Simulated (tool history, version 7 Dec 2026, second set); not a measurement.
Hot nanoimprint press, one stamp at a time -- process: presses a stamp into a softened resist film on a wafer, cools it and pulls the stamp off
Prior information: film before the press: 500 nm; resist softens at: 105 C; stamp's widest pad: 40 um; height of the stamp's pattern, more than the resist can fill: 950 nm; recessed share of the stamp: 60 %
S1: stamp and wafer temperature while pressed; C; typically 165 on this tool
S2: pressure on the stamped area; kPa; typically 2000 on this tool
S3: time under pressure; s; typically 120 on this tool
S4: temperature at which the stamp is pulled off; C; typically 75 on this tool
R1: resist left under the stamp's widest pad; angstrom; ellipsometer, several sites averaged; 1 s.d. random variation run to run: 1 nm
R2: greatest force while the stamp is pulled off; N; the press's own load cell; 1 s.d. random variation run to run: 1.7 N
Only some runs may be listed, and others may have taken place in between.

run,hour,S1,S2,S3,S4,R1,R2
1,0.0,165,2000,120,75,2838,176
2,14.3,167,2000,120,75,2667,180
3,29.9,165,2000,120,75,2838,178
4,56.4,165,2000,120,71,2828,192
5,83.4,165,2000,120,71,2854,188
6,115.1,165,2000,201,75,2334,178
7,144.5,165,2000,201,75,2341,180
8,168.5,161,1240,120,75,3614,178
# hour 184.3: stamp cleaned and given a new release coat
9,196.1,161,2060,120,75,3128,178
10,225.7,165,3100,84,63,2690,208
11,239.5,165,3100,84,63,2675,208
12,266.2,165,3100,84,63,2688,205
# hour 282.4: gauge calibrated
13,294.3,165,3100,84,63,2751,209

Hidden state or all else? Some run-to-run changes of R1, split into what the settings, what came in and random variation would give without the hidden state, and what is left for the hidden state (with any gauge scatter that isn't in both results):
The tool's hidden condition here consists of: true temperature over the reading, C; pressure that arrives at the usual setting, %; grip of the stamp's worn release coat, % over a new coat's; drift of the gauge itself on residual_nm, %; drift of the gauge itself on pull_off_n, %.
Run 7 -> 8: S1 165 -> 161, S2 2000 -> 1240, S3 201 -> 120. R1 +1273 angstrom: hidden state -25, all else +1298.
Run 12 -> 13: gauge calibrated. R1 +63 angstrom: hidden state +62, all else +1.
